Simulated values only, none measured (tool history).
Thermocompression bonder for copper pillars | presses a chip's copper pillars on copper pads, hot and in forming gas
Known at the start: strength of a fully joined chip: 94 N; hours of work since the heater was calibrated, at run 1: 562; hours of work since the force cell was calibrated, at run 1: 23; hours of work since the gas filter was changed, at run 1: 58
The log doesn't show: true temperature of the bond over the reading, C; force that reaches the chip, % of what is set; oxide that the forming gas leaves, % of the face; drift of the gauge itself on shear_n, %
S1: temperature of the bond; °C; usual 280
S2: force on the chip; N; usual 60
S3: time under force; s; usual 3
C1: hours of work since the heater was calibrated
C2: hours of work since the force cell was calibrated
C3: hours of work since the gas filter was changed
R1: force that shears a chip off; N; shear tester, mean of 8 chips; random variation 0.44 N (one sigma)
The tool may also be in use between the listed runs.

run	hour	S1	S2	S3	C1	C2	C3	R1
1	0	280	60	3	562	23	58	65.5
2	6.1	280	60	3	565	27	62	65.5
3	17.4	280	60	3	571	33	68	64.7
4	22.4	280	60	3	574	35	70	64.4
5	31.3	282	60	3	579	40	75	65.2
6	39.3	280	60	3	583	44	79	64.3
# hour 41.8: force cell calibrated
7	52	280	45	3	589	5	85	53.2
8	60.9	280	42	3	594	10	90	50.5
9	69.5	280	41	3	598	15	95	49.6
10	80.6	280	60	2	604	21	101	57.3
11	89.2	280	37	6	609	25	105	56.1
12	99.8	273	60	5	615	31	111	67.1
# hour 110.5: force cell calibrated, once more
# hour 113.2: forming gas filter changed
13	113.4	253	38	2	621	1	0	29.3
14	118.2	267	60	7	623	4	3	72.6
15	129.7	267	58	8	629	10	9	74
16	141.1	267	58	6	635	16	15	69.5
17	149.3	289	58	4	640	20	19	74.3
18	156.2	289	58	4	643	24	23	74.7
19	161	289	58	4	646	27	25	74.9
20	170.1	289	58	4	651	31	30	73.9

Forecast each of these 5 alternatives for the next run:
A	177.5	275	50	3	655	35	34	?
B	177.5	298	58	4	655	35	34	?
C	177.5	301	62	8	655	35	34	?
D	177.5	280	60	6	655	35	34	?
E	177.5	308	54	6	655	35	34	?

run	R1
A	56.3
B	78
C	87.5
D	76.4
E	85
Without the tool's hidden state the same runs would have given:
run	R1
A	56.2
B	78.5
C	88.5
D	76.9
E	85.9

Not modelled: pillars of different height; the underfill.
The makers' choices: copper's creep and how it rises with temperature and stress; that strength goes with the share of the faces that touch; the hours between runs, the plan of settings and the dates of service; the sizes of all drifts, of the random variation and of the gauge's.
